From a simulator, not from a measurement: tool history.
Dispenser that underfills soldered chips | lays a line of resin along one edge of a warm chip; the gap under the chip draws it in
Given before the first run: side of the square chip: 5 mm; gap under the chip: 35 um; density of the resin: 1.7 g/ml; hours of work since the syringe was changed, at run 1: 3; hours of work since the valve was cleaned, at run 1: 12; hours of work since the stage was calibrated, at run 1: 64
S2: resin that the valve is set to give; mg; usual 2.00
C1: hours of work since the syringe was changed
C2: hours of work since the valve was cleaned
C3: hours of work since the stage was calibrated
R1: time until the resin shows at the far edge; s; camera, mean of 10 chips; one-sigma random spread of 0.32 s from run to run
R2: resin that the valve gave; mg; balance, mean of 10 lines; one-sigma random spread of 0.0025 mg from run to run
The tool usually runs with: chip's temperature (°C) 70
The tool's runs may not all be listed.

{"run": 1, "hour": 0.0, "chip's temperature (°C)": 70, "S2": 2.0, "C1": 3, "C2": 12, "C3": 64, "R1": 14.7, "R2": 1.99}
{"run": 2, "hour": 7.3, "chip's temperature (°C)": 70, "S2": 2.0, "C1": 8, "C2": 17, "C3": 68, "R1": 20.7, "R2": 1.993}
{"hour": 9.1, "done": "new syringe of resin"}
{"run": 3, "hour": 13.1, "chip's temperature (°C)": 70, "S2": 2.0, "C1": 3, "C2": 21, "C3": 72, "R1": 13.5, "R2": 1.987}
{"run": 4, "hour": 21.0, "chip's temperature (°C)": 70, "S2": 2.0, "C1": 8, "C2": 26, "C3": 77, "R1": 20.4, "R2": 1.979}
{"hour": 23.2, "done": "new syringe of resin"}
{"run": 5, "hour": 27.9, "chip's temperature (°C)": 61, "S2": 2.0, "C1": 3, "C2": 30, "C3": 82, "R1": 19.8, "R2": 1.978}
{"run": 6, "hour": 33.3, "chip's temperature (°C)": 61, "S2": 2.0, "C1": 7, "C2": 34, "C3": 85, "R1": 25.4, "R2": 1.973}
{"hour": 37.1, "done": "new syringe of resin"}
{"run": 7, "hour": 38.3, "chip's temperature (°C)": 70, "S2": 2.0, "C1": 1, "C2": 37, "C3": 88, "R1": 11.9, "R2": 1.976}
{"run": 8, "hour": 42.6, "chip's temperature (°C)": 70, "S2": 2.0, "C1": 4, "C2": 40, "C3": 91, "R1": 15.4, "R2": 1.974}
{"run": 9, "hour": 46.2, "chip's temperature (°C)": 70, "S2": 1.96, "C1": 6, "C2": 42, "C3": 94, "R1": 18.0, "R2": 1.935}
{"hour": 50.7, "done": "new syringe of resin"}
{"run": 10, "hour": 53.8, "chip's temperature (°C)": 70, "S2": 2.0, "C1": 2, "C2": 47, "C3": 98, "R1": 13.1, "R2": 1.962}
{"run": 11, "hour": 59.2, "chip's temperature (°C)": 70, "S2": 2.0, "C1": 6, "C2": 51, "C3": 102, "R1": 16.5, "R2": 1.962}
{"run": 12, "hour": 63.4, "chip's temperature (°C)": 70, "S2": 2.0, "C1": 8, "C2": 53, "C3": 105, "R1": 21.1, "R2": 1.962}
{"hour": 64.5, "done": "new syringe of resin"}
{"run": 13, "hour": 70.2, "chip's temperature (°C)": 70, "S2": 2.0, "C1": 4, "C2": 58, "C3": 109, "R1": 14.9, "R2": 1.963}
{"run": 14, "hour": 76.8, "chip's temperature (°C)": 60, "S2": 2.0, "C1": 8, "C2": 62, "C3": 114, "R1": 31.4, "R2": 1.958}
{"hour": 78.1, "done": "new syringe of resin"}
{"hour": 80.7, "done": "dispensing valve cleaned and set on the balance"}
{"run": 15, "hour": 83.8, "chip's temperature (°C)": 70, "S2": 1.96, "C1": 3, "C2": 2, "C3": 117, "R1": 14.2, "R2": 1.962}
{"run": 16, "hour": 90.4, "chip's temperature (°C)": 70, "S2": 1.96, "C1": 7, "C2": 6, "C3": 122, "R1": 19.4, "R2": 1.961}
{"hour": 92.8, "done": "new syringe of resin"}
{"run": 17, "hour": 95.0, "chip's temperature (°C)": 70, "S2": 1.75, "C1": 1, "C2": 9, "C3": 125, "R1": 13.1, "R2": 1.751}
{"run": 18, "hour": 101.3, "chip's temperature (°C)": 70, "S2": 1.75, "C1": 6, "C2": 13, "C3": 129, "R1": 17.8, "R2": 1.746}
{"run": 19, "hour": 105.1, "chip's temperature (°C)": 67, "S2": 2.13, "C1": 8, "C2": 16, "C3": 131, "R1": 23.5, "R2": 2.124}
{"hour": 106.7, "done": "new syringe of resin"}
{"run": 20, "hour": 112.2, "chip's temperature (°C)": 68, "S2": 2.24, "C1": 4, "C2": 20, "C3": 136, "R1": 15.7, "R2": 2.227}
{"run": 21, "hour": 117.9, "chip's temperature (°C)": 58, "S2": 2.13, "C1": 7, "C2": 24, "C3": 139, "R1": 31.8, "R2": 2.116}
{"hour": 120.7, "done": "new syringe of resin"}
{"run": 22, "hour": 126.3, "chip's temperature (°C)": 58, "S2": 2.13, "C1": 4, "C2": 30, "C3": 145, "R1": 23.3, "R2": 2.112}
{"hour": 134.4, "done": "new syringe of resin"}
{"run": 23, "hour": 135.0, "chip's temperature (°C)": 63, "S2": 2.0, "C1": 0, "C2": 35, "C3": 150, "R1": 14.8, "R2": 1.981}
{"run": 24, "hour": 139.0, "chip's temperature (°C)": 66, "S2": 2.0, "C1": 3, "C2": 38, "C3": 153, "R1": 16.6, "R2": 1.979}
{"hour": 147.9, "done": "new syringe of resin"}
{"run": 25, "hour": 147.9, "chip's temperature (°C)": 66, "S2": 2.0, "C1": 0, "C2": 44, "C3": 159, "R1": 13.2, "R2": 1.976}
{"run": 26, "hour": 154.8, "chip's temperature (°C)": 69, "S2": 1.87, "C1": 5, "C2": 48, "C3": 163, "R1": 16.5, "R2": 1.843}
{"run": 27, "hour": 158.6, "chip's temperature (°C)": 61, "S2": 2.53, "C1": 7, "C2": 51, "C3": 166, "R1": 26.1, "R2": 2.49}
{"hour": 161.6, "done": "new syringe of resin"}
{"run": 28, "hour": 165.1, "chip's temperature (°C)": 82, "S2": 2.53, "C1": 2, "C2": 55, "C3": 170, "R1": 8.0, "R2": 2.484}
{"run": 29, "hour": 172.2, "chip's temperature (°C)": 70, "S2": 1.89, "C1": 7, "C2": 59, "C3": 175, "R1": 19.2, "R2": 1.855}
{"hour": 175.4, "done": "new syringe of resin"}
{"run": 30, "hour": 178.7, "chip's temperature (°C)": 60, "S2": 2.0, "C1": 2, "C2": 64, "C3": 179, "R1": 19.9, "R2": 1.958}
{"hour": 180.4, "done": "dispensing valve cleaned and set on the balance"}
{"run": 31, "hour": 184.0, "chip's temperature (°C)": 70, "S2": 2.54, "C1": 5, "C2": 2, "C3": 182, "R1": 15.5, "R2": 2.54}
{"run": 32, "hour": 188.1, "chip's temperature (°C)": 64, "S2": 2.58, "C1": 8, "C2": 5, "C3": 184, "R1": 23.9, "R2": 2.574}
{"hour": 190.4, "done": "new syringe of resin"}
{"run": 33, "hour": 194.3, "chip's temperature (°C)": 73, "S2": 2.2, "C1": 3, "C2": 9, "C3": 188, "R1": 11.0, "R2": 2.195}
{"run": 34, "hour": 198.2, "chip's temperature (°C)": 65, "S2": 1.74, "C1": 5, "C2": 12, "C3": 191, "R1": 20.5, "R2": 1.732}
{"hour": 204.2, "done": "new syringe of resin"}
{"run": 35, "hour": 204.8, "chip's temperature (°C)": 74, "S2": 2.0, "C1": 0, "C2": 16, "C3": 195, "R1": 9.7, "R2": 1.992}
{"run": 36, "hour": 210.0, "chip's temperature (°C)": 74, "S2": 2.59, "C1": 4, "C2": 19, "C3": 198, "R1": 11.1, "R2": 2.577}

Branching from run 36: 3 alternative next runs. What would each branch give?
{"run": "A", "hour": 215.4, "chip's temperature (°C)": 60, "S2": 2.06, "C1": 7, "C2": 23, "C3": 202, "R1": "?", "R2": "?"}
{"run": "B", "hour": 215.4, "chip's temperature (°C)": 70, "S2": 1.95, "C1": 7, "C2": 23, "C3": 202, "R1": "?", "R2": "?"}
{"run": "C", "hour": 215.4, "chip's temperature (°C)": 65, "S2": 1.71, "C1": 7, "C2": 23, "C3": 202, "R1": "?", "R2": "?"}

run=A R1=28.2 R2=2.049
run=B R1=19.4 R2=1.937
run=C R1=24.9 R2=1.696
Without the tool's hidden state the same runs would have given:
run=A R1=17.1 R2=2.065
run=B R1=11.8 R2=1.952
run=C R1=15.0 R2=1.709
